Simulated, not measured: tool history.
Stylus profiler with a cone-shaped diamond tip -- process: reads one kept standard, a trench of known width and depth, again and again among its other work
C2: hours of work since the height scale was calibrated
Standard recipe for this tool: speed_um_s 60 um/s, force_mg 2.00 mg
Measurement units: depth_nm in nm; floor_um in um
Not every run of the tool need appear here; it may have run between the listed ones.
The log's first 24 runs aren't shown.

{"run": 25, "hour": 485.7, "speed_um_s": 18, "force_mg": 0.96, "scans with this tip": 9320, "C2": 982, "depth_nm": 99.78, "floor_um": 27.29}
{"run": 26, "hour": 508.8, "speed_um_s": 126, "force_mg": 2.0, "scans with this tip": 9474, "C2": 998, "depth_nm": 99.98, "floor_um": 26.83}
{"hour": 511.1, "done": "height scale calibrated on a step standard"}
{"run": 27, "hour": 520.9, "speed_um_s": 188, "force_mg": 1.4, "scans with this tip": 9553, "C2": 7, "depth_nm": 99.77, "floor_um": 26.46}
{"run": 28, "hour": 538.3, "speed_um_s": 20, "force_mg": 1.42, "scans with this tip": 9670, "C2": 19, "depth_nm": 99.68, "floor_um": 27.24}
{"run": 29, "hour": 558.3, "speed_um_s": 55, "force_mg": 1.42, "scans with this tip": 9804, "C2": 33, "depth_nm": 99.88, "floor_um": 27.06}
{"run": 30, "hour": 572.8, "speed_um_s": 55, "force_mg": 2.93, "scans with this tip": 9901, "C2": 44, "depth_nm": 100.02, "floor_um": 27.17}
{"run": 31, "hour": 589.4, "speed_um_s": 64, "force_mg": 1.45, "scans with this tip": 10013, "C2": 55, "depth_nm": 100.03, "floor_um": 27.0}
{"run": 32, "hour": 602.9, "speed_um_s": 64, "force_mg": 1.45, "scans with this tip": 10103, "C2": 65, "depth_nm": 99.77, "floor_um": 26.95}
{"run": 33, "hour": 629.5, "speed_um_s": 64, "force_mg": 1.45, "scans with this tip": 10282, "C2": 84, "depth_nm": 99.81, "floor_um": 27.03}
{"hour": 633.7, "done": "height scale calibrated on a step standard, once more"}
{"run": 34, "hour": 645.8, "speed_um_s": 40, "force_mg": 3.88, "scans with this tip": 10387, "C2": 9, "depth_nm": 101.07, "floor_um": 27.23}
{"run": 35, "hour": 672.3, "speed_um_s": 78, "force_mg": 0.86, "scans with this tip": 10566, "C2": 27, "depth_nm": 100.4, "floor_um": 26.78}
{"run": 36, "hour": 692.2, "speed_um_s": 30, "force_mg": 2.0, "scans with this tip": 10699, "C2": 41, "depth_nm": 100.78, "floor_um": 27.17}
{"run": 37, "hour": 708.1, "speed_um_s": 38, "force_mg": 2.0, "scans with this tip": 10806, "C2": 53, "depth_nm": 100.76, "floor_um": 27.12}
{"run": 38, "hour": 735.2, "speed_um_s": 170, "force_mg": 1.97, "scans with this tip": 10988, "C2": 72, "depth_nm": 100.69, "floor_um": 26.53}
{"run": 39, "hour": 755.8, "speed_um_s": 25, "force_mg": 1.44, "scans with this tip": 11126, "C2": 86, "depth_nm": 100.39, "floor_um": 27.22}

5 options for the next run, each taken on its own from the tool as it stands now. Forecast them:
{"run": "A", "hour": 779.9, "speed_um_s": 53, "force_mg": 2.0, "scans with this tip": 11288, "C2": 103, "depth_nm": "?", "floor_um": "?"}
{"run": "B", "hour": 779.9, "speed_um_s": 30, "force_mg": 2.53, "scans with this tip": 11288, "C2": 103, "depth_nm": "?", "floor_um": "?"}
{"run": "C", "hour": 779.9, "speed_um_s": 33, "force_mg": 2.46, "scans with this tip": 11288, "C2": 103, "depth_nm": "?", "floor_um": "?"}
{"run": "D", "hour": 779.9, "speed_um_s": 51, "force_mg": 3.52, "scans with this tip": 11288, "C2": 103, "depth_nm": "?", "floor_um": "?"}
{"run": "E", "hour": 779.9, "speed_um_s": 29, "force_mg": 5.71, "scans with this tip": 11288, "C2": 103, "depth_nm": "?", "floor_um": "?"}

run=A depth_nm=100.71 floor_um=27.06
run=B depth_nm=101.00 floor_um=27.17
run=C depth_nm=100.76 floor_um=27.18
run=D depth_nm=100.65 floor_um=27.10
run=E depth_nm=101.06 floor_um=27.16
With no hidden state in the tool, these same runs would have given:
run=A depth_nm=100.76 floor_um=27.82
run=B depth_nm=101.05 floor_um=27.93
run=C depth_nm=100.81 floor_um=27.94
run=D depth_nm=100.70 floor_um=27.86
run=E depth_nm=101.11 floor_um=27.93

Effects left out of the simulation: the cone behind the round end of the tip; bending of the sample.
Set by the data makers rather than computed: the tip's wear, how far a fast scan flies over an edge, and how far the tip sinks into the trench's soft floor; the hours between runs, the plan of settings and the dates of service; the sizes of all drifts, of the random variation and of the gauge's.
